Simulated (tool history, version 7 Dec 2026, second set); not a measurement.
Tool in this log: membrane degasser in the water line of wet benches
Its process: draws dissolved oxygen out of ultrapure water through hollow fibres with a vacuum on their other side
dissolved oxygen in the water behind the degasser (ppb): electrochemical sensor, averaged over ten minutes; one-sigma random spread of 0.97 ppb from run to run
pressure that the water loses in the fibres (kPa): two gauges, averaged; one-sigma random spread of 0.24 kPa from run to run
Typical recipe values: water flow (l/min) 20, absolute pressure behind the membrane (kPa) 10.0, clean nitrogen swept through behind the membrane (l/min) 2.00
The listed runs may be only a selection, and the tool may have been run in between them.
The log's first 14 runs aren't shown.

run,hour,water flow (l/min),absolute pressure behind the membrane (kPa),clean nitrogen swept through behind the membrane (l/min),hours since the membrane was changed,hours since the vacuum gauge was calibrated,hours since the vacuum lines were made tight,dissolved oxygen in the water behind the degasser (ppb),pressure that the water loses in the fibres (kPa)
15,1918.0,20,10.0,1.87,8981,8344,6402,186.1,66.15
# hour 2046.5: seals of the vacuum lines changed
16,2115.5,13,10.0,2.00,9177,8539,69,115.8,43.45
17,2216.8,13,10.0,2.00,9278,8640,170,113.2,43.43
18,2357.0,14,22.5,2.00,9418,8781,310,324.7,46.61
19,2438.9,26,10.0,2.68,9500,8862,392,176.7,86.55
# hour 2480.4: vacuum gauge calibrated
20,2520.7,26,10.0,2.68,9581,40,474,163.4,86.78
21,2614.0,26,10.0,2.68,9675,134,567,163.9,87.18
22,2718.5,26,10.0,2.68,9779,238,672,165.9,86.83
23,2911.4,26,10.0,1.60,9972,431,864,257.7,86.98
24,2993.8,17,10.0,2.00,10055,513,947,141.6,56.84
25,3085.7,12,10.0,1.19,10146,605,1039,160.4,40.25
26,3208.3,28,10.0,3.96,10269,728,1161,127.8,93.93
27,3391.2,20,10.0,0.97,10452,911,1344,309.0,67.44
28,3584.3,22,18.7,2.00,10645,1104,1537,393.5,74.09
29,3751.2,24,8.2,1.11,10812,1271,1704,244.3,80.91
30,3912.2,24,8.2,1.11,10973,1432,1865,247.8,80.83
31,4109.5,24,8.2,1.11,11170,1629,2062,246.3,81.69
32,4219.0,22,10.0,2.00,11280,1739,2172,184.2,73.99

Below are 3 alternative next runs, each starting from the tool's condition after run 32. Predict each:
A,4366.0,25,10.0,2.00,11427,1886,2319,?,?
B,4366.0,30,15.9,4.93,11427,1886,2319,?,?
C,4366.0,22,10.0,1.78,11427,1886,2319,?,?

run,dissolved oxygen in the water behind the degasser (ppb),pressure that the water loses in the fibres (kPa)
A,205.6,84.24
B,198.8,100.55
C,203.6,74.01
With the hidden condition removed and each run's random variation left untouched, the same runs would have given:
run,dissolved oxygen in the water behind the degasser (ppb),pressure that the water loses in the fibres (kPa)
A,199.7,78.66
B,191.8,93.88
C,198.5,69.12

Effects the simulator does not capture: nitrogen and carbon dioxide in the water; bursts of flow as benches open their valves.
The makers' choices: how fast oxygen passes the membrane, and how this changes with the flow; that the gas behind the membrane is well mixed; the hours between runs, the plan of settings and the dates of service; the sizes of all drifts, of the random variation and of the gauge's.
